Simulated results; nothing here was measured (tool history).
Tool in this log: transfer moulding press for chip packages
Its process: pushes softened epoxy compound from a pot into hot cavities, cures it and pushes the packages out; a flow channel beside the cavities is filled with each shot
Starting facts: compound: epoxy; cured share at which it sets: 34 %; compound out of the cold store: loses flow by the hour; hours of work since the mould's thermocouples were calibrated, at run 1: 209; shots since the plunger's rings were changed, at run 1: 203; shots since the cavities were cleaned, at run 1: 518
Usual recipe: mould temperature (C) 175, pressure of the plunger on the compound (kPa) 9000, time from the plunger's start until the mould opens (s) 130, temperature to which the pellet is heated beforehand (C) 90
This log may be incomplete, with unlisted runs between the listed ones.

run	hour	mould temperature (C)	pressure of the plunger on the compound (kPa)	time from the plunger's start until the mould opens (s)	temperature to which the pellet is heated beforehand (C)	hours of work since the mould's thermocouples were calibrated	shots since the plunger's rings were changed	shots since the cavities were cleaned	incoming compound's hours out of the cold store	length that the compound runs in the flow channel (mm)	greatest force on the pins that push the packages out (N)
1	0	175	9000	130	90	209	203	518	17.3	546	582
2	12.7	176	9000	130	90	217	315	630	11.7	545	571
# hour 16.1: cavities cleaned with cleaning compound and waxed
3	30.6	176	9000	130	90	228	462	129	28.4	533	475
4	46.4	176	9000	130	90	238	602	269	16.3	544	503
5	65.8	176	9000	130	90	251	775	442	24.8	530	581
6	76.9	175	9000	124	90	258	873	540	15.9	540	653
# hour 89.7: cavities cleaned with cleaning compound and waxed
7	90.1	177	9000	130	90	265	977	3	22.4	530	412
8	106.9	177	9000	130	90	276	1126	152	35.1	502	467
9	125.2	177	9000	130	90	288	1289	315	34.3	509	536
10	138.2	175	9570	130	90	296	1404	430	29.2	535	574
11	156.1	175	9000	130	90	308	1563	589	23.8	524	624
# hour 162.9: cavities cleaned with cleaning compound and waxed
# hour 177: mould's thermocouples calibrated
12	180.7	175	9000	130	90	2	1751	140	46.2	504	501
13	189.6	175	9000	130	90	8	1831	220	44	500	519
14	198.5	175	9000	130	90	14	1909	298	44.7	496	550
15	208.5	175	9000	130	90	20	1998	387	33.9	512	569
16	227.8	175	9000	149	90	33	2170	559	24.8	513	583
# hour 238.2: cavities cleaned with cleaning compound and waxed
17	240.5	175	9000	117	99	40	2270	21	17.5	527	488
18	257.6	181	9000	117	80	51	2421	172	14.7	514	486
19	270.6	175	10730	130	89	59	2537	288	41.6	537	529
20	287.1	175	10730	130	89	70	2683	434	30.6	558	576
21	295.8	175	7860	169	82	76	2761	512	27.5	473	525
# hour 310.9: cavities cleaned with cleaning compound and waxed
22	315.3	179	9000	114	90	87	2921	39	36	486	445
23	330.7	179	9000	114	90	97	3058	176	37.9	483	494
24	340.8	175	9000	130	82	104	3147	265	31.6	497	543
25	356.9	175	9000	130	82	114	3291	409	33.5	498	587
26	367.8	175	8040	130	90	121	3388	506	9	492	625
# hour 384.1: cavities cleaned with cleaning compound and waxed
27	384.5	169	7200	130	90	131	3522	3	24.6	465	555
28	402.7	169	7060	127	90	143	3684	165	42.5	446	692
29	412.3	169	7060	127	90	149	3770	251	32.3	459	718

Alternative continuations, all from the tool just after run 29; predict every row:
A	421.9	175	9000	130	98	155	3855	336	37.4	?	?
B	421.9	177	9420	127	89	155	3855	336	37	?	?
C	421.9	169	8760	129	91	155	3855	336	35.8	?	?
D	421.9	169	7060	111	90	155	3855	336	36.8	?	?

run	length that the compound runs in the flow channel (mm)	greatest force on the pins that push the packages out (N)
A	491	556
B	495	548
C	497	737
D	446	975
Stripped of hidden state, with their random variation kept, the same runs would have yielded:
run	length that the compound runs in the flow channel (mm)	greatest force on the pins that push the packages out (N)
A	527	413
B	531	407
C	533	540
D	479	713
